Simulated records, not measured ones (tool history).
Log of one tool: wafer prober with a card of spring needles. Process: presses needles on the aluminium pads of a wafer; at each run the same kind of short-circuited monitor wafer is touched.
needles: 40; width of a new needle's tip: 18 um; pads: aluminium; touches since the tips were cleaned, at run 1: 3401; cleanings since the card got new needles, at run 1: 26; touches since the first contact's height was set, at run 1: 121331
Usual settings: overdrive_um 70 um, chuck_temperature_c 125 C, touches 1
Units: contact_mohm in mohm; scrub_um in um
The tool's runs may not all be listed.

run	day	overdrive_um	chuck_temperature_c	touches	touches since the tips were cleaned	cleanings since the card got new needles	touches since the first contact's height was set	contact_mohm	scrub_um
1	0.000	70	125	1	3401	26	121331	151	16.07
# day 0.067: tips cleaned on abrasive film
2	0.400	70	125	1	2959	27	124857	148	16.11
# day 0.533: tips cleaned on abrasive film
# day 0.967: tips cleaned on abrasive film
3	1.238	70	125	1	2411	29	132194	149	16.12
# day 1.446: tips cleaned on abrasive film
4	1.733	70	125	1	2546	30	136537	147	16.16
# day 1.917: tips cleaned on abrasive film
# day 2.354: tips cleaned on abrasive film
5	2.354	70	125	1	0	32	141972	146	16.03
# day 2.812: tips cleaned on abrasive film
6	3.221	70	125	1	3603	33	149602	149	16.18
# day 3.283: tips cleaned on abrasive film
# day 3.742: tips cleaned on abrasive film
7	4.058	70	125	1	2804	35	156963	149	16.02
# day 4.208: tips cleaned on abrasive film
8	4.529	70	125	1	2845	36	161088	147	16.01
# day 4.650: tips cleaned on abrasive film
# day 5.096: tips cleaned on abrasive film
9	5.117	79	125	1	173	38	166230	147	18.06
# day 5.533: tips cleaned on abrasive film
10	5.779	79	125	1	2165	39	172066	145	18.11

Run 11 comes next. What will it give?
# day 6.000: tips cleaned on abrasive film
# day 6.433: tips cleaned on abrasive film
# day 6.488: height of the first contact set anew
11	6.596	76	125	1	1318	41	963	?	?

Run 11 gave contact_mohm 147 mohm, scrub_um 17.31 um.
Without the tool's hidden state the same run would have given contact_mohm 146 mohm, scrub_um 17.31 um.
